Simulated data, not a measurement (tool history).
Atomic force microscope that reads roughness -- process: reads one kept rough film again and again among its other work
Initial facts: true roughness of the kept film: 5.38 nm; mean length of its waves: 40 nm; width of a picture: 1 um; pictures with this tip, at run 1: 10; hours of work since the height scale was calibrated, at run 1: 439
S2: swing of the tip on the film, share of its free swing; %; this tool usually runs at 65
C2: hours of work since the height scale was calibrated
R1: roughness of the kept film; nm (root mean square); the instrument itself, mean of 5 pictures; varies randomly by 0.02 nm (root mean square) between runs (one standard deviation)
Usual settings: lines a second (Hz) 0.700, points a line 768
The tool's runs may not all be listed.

{"run": 1, "hour": 0.0, "lines a second (Hz)": 0.7, "S2": 65, "points a line": 768, "pictures with this tip": 10, "C2": 439, "R1": 4.783}
{"run": 2, "hour": 27.9, "lines a second (Hz)": 0.7, "S2": 65, "points a line": 768, "pictures with this tip": 44, "C2": 458, "R1": 4.621}
{"run": 3, "hour": 77.6, "lines a second (Hz)": 0.7, "S2": 79, "points a line": 768, "pictures with this tip": 105, "C2": 490, "R1": 4.141}
{"hour": 119.4, "done": "new tip fitted"}
{"run": 4, "hour": 123.3, "lines a second (Hz)": 0.7, "S2": 79, "points a line": 768, "pictures with this tip": 5, "C2": 520, "R1": 4.588}
{"run": 5, "hour": 169.5, "lines a second (Hz)": 0.7, "S2": 79, "points a line": 768, "pictures with this tip": 61, "C2": 551, "R1": 4.351}
{"run": 6, "hour": 193.2, "lines a second (Hz)": 0.7, "S2": 79, "points a line": 768, "pictures with this tip": 90, "C2": 566, "R1": 4.168}
{"run": 7, "hour": 225.6, "lines a second (Hz)": 0.7, "S2": 79, "points a line": 768, "pictures with this tip": 130, "C2": 588, "R1": 4.023}
{"hour": 244.9, "done": "new tip fitted"}
{"run": 8, "hour": 268.4, "lines a second (Hz)": 0.7, "S2": 79, "points a line": 768, "pictures with this tip": 29, "C2": 616, "R1": 4.501}
{"run": 9, "hour": 306.1, "lines a second (Hz)": 0.7, "S2": 79, "points a line": 768, "pictures with this tip": 75, "C2": 640, "R1": 4.261}
{"run": 10, "hour": 352.4, "lines a second (Hz)": 0.7, "S2": 65, "points a line": 597, "pictures with this tip": 132, "C2": 671, "R1": 4.17}
{"hour": 371.8, "done": "new tip fitted"}
{"run": 11, "hour": 375.8, "lines a second (Hz)": 0.7, "S2": 63, "points a line": 768, "pictures with this tip": 4, "C2": 686, "R1": 4.792}
{"run": 12, "hour": 411.6, "lines a second (Hz)": 0.7, "S2": 63, "points a line": 768, "pictures with this tip": 48, "C2": 710, "R1": 4.576}
{"run": 13, "hour": 456.4, "lines a second (Hz)": 0.7, "S2": 65, "points a line": 537, "pictures with this tip": 103, "C2": 739, "R1": 4.331}
{"hour": 461.3, "done": "height scale calibrated on a step standard"}
{"run": 14, "hour": 478.6, "lines a second (Hz)": 0.7, "S2": 65, "points a line": 537, "pictures with this tip": 129, "C2": 11, "R1": 4.167}
{"hour": 499.1, "done": "new tip fitted"}
{"run": 15, "hour": 526.5, "lines a second (Hz)": 0.7, "S2": 65, "points a line": 537, "pictures with this tip": 34, "C2": 43, "R1": 4.668}
{"run": 16, "hour": 552.0, "lines a second (Hz)": 0.7, "S2": 65, "points a line": 537, "pictures with this tip": 65, "C2": 60, "R1": 4.52}
{"run": 17, "hour": 581.4, "lines a second (Hz)": 0.7, "S2": 65, "points a line": 850, "pictures with this tip": 100, "C2": 79, "R1": 4.412}
{"hour": 625.6, "done": "new tip fitted"}
{"run": 18, "hour": 625.6, "lines a second (Hz)": 0.7, "S2": 65, "points a line": 850, "pictures with this tip": 0, "C2": 108, "R1": 4.802}
{"run": 19, "hour": 658.2, "lines a second (Hz)": 2.484, "S2": 79, "points a line": 768, "pictures with this tip": 40, "C2": 129, "R1": 3.726}
{"run": 20, "hour": 690.2, "lines a second (Hz)": 0.657, "S2": 84, "points a line": 768, "pictures with this tip": 79, "C2": 150, "R1": 4.237}
{"run": 21, "hour": 717.8, "lines a second (Hz)": 0.603, "S2": 72, "points a line": 377, "pictures with this tip": 112, "C2": 169, "R1": 4.233}
{"hour": 750.9, "done": "new tip fitted"}
{"run": 22, "hour": 750.9, "lines a second (Hz)": 0.694, "S2": 58, "points a line": 942, "pictures with this tip": 0, "C2": 190, "R1": 4.863}
{"hour": 754.1, "done": "height scale calibrated on a step standard, once more"}
{"run": 23, "hour": 782.6, "lines a second (Hz)": 1.285, "S2": 64, "points a line": 501, "pictures with this tip": 37, "C2": 19, "R1": 4.504}
{"run": 24, "hour": 817.1, "lines a second (Hz)": 1.242, "S2": 67, "points a line": 526, "pictures with this tip": 80, "C2": 42, "R1": 4.284}
{"run": 25, "hour": 840.5, "lines a second (Hz)": 1.969, "S2": 62, "points a line": 463, "pictures with this tip": 108, "C2": 57, "R1": 4.136}
{"hour": 878.8, "done": "new tip fitted"}
{"run": 26, "hour": 883.4, "lines a second (Hz)": 1.969, "S2": 62, "points a line": 463, "pictures with this tip": 6, "C2": 85, "R1": 4.556}
{"run": 27, "hour": 920.7, "lines a second (Hz)": 1.969, "S2": 62, "points a line": 463, "pictures with this tip": 51, "C2": 110, "R1": 4.37}
{"run": 28, "hour": 963.3, "lines a second (Hz)": 1.969, "S2": 62, "points a line": 463, "pictures with this tip": 103, "C2": 138, "R1": 4.159}
{"run": 29, "hour": 985.3, "lines a second (Hz)": 0.7, "S2": 77, "points a line": 768, "pictures with this tip": 130, "C2": 152, "R1": 4.111}

Each row is a separate what-if for the run after 29, all from the same tool condition, not one after another. Results?
{"hour": 1004.1, "done": "new tip fitted"}
{"run": "A", "hour": 1030.1, "lines a second (Hz)": 0.7, "S2": 77, "points a line": 267, "pictures with this tip": 32, "C2": 182, "R1": "?"}
{"hour": 1004.1, "done": "new tip fitted"}
{"run": "B", "hour": 1030.1, "lines a second (Hz)": 1.404, "S2": 55, "points a line": 782, "pictures with this tip": 32, "C2": 182, "R1": "?"}
{"hour": 1004.1, "done": "new tip fitted"}
{"run": "C", "hour": 1030.1, "lines a second (Hz)": 0.844, "S2": 83, "points a line": 436, "pictures with this tip": 32, "C2": 182, "R1": "?"}
{"hour": 1004.1, "done": "new tip fitted"}
{"run": "D", "hour": 1030.1, "lines a second (Hz)": 3.288, "S2": 69, "points a line": 666, "pictures with this tip": 32, "C2": 182, "R1": "?"}

run=A R1=4.502
run=B R1=4.661
run=C R1=4.362
run=D R1=4.018
Had the tool no hidden state, the same runs would have come out as:
run=A R1=4.691
run=B R1=4.856
run=C R1=4.545
run=D R1=4.187
